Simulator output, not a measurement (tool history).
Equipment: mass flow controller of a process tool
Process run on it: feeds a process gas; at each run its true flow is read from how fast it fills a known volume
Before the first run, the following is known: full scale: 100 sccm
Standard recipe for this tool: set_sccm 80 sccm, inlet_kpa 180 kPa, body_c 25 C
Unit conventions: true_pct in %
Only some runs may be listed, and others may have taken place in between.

{"run": 1, "hour": 0.0, "set_sccm": 80, "inlet_kpa": 180, "body_c": 25, "true_pct": 99.85}
{"run": 2, "hour": 99.4, "set_sccm": 80, "inlet_kpa": 193, "body_c": 25, "true_pct": 100}
{"run": 3, "hour": 159.5, "set_sccm": 80, "inlet_kpa": 193, "body_c": 25, "true_pct": 100}
{"run": 4, "hour": 242.5, "set_sccm": 80, "inlet_kpa": 180, "body_c": 20, "true_pct": 99.38}
{"run": 5, "hour": 310.3, "set_sccm": 80, "inlet_kpa": 180, "body_c": 20, "true_pct": 99.55}
{"run": 6, "hour": 405.7, "set_sccm": 80, "inlet_kpa": 180, "body_c": 20, "true_pct": 99.47}
{"run": 7, "hour": 498.8, "set_sccm": 80, "inlet_kpa": 180, "body_c": 20, "true_pct": 99.78}
{"run": 8, "hour": 598.6, "set_sccm": 80, "inlet_kpa": 180, "body_c": 20, "true_pct": 99.67}
{"run": 9, "hour": 662.8, "set_sccm": 80, "inlet_kpa": 180, "body_c": 25, "true_pct": 100.49}
{"run": 10, "hour": 754.5, "set_sccm": 80, "inlet_kpa": 180, "body_c": 25, "true_pct": 100.41}
{"run": 11, "hour": 820.7, "set_sccm": 80, "inlet_kpa": 180, "body_c": 26, "true_pct": 100.44}
{"run": 12, "hour": 943.8, "set_sccm": 59, "inlet_kpa": 145, "body_c": 25, "true_pct": 100.46}
{"run": 13, "hour": 1041.1, "set_sccm": 91, "inlet_kpa": 142, "body_c": 21, "true_pct": 100.5}
{"run": 14, "hour": 1135.8, "set_sccm": 59, "inlet_kpa": 180, "body_c": 25, "true_pct": 100.47}
{"run": 15, "hour": 1191.9, "set_sccm": 59, "inlet_kpa": 180, "body_c": 25, "true_pct": 100.49}
{"run": 16, "hour": 1279.1, "set_sccm": 60, "inlet_kpa": 180, "body_c": 21, "true_pct": 100.19}
{"run": 17, "hour": 1403.0, "set_sccm": 80, "inlet_kpa": 180, "body_c": 23, "true_pct": 100.71}
{"run": 18, "hour": 1473.9, "set_sccm": 64, "inlet_kpa": 186, "body_c": 29, "true_pct": 101.15}
{"run": 19, "hour": 1560.8, "set_sccm": 45, "inlet_kpa": 180, "body_c": 25, "true_pct": 100.55}
{"run": 20, "hour": 1667.8, "set_sccm": 16, "inlet_kpa": 203, "body_c": 33, "true_pct": 100.95}
{"run": 21, "hour": 1736.4, "set_sccm": 55, "inlet_kpa": 173, "body_c": 34, "true_pct": 101.75}
{"run": 22, "hour": 1793.7, "set_sccm": 14, "inlet_kpa": 183, "body_c": 26, "true_pct": 100.36}

Here are 3 independent what-if runs from the current tool condition. What would each one return?
{"run": "A", "hour": 1866.1, "set_sccm": 12, "inlet_kpa": 220, "body_c": 37, "true_pct": "?"}
{"run": "B", "hour": 1866.1, "set_sccm": 17, "inlet_kpa": 183, "body_c": 22, "true_pct": "?"}
{"run": "C", "hour": 1866.1, "set_sccm": 80, "inlet_kpa": 159, "body_c": 25, "true_pct": "?"}

run=A true_pct=101.66
run=B true_pct=100.07
run=C true_pct=101.34
What these runs would have given with no unlogged condition in the tool:
run=A true_pct=100.15
run=B true_pct=98.59
run=C true_pct=99.84
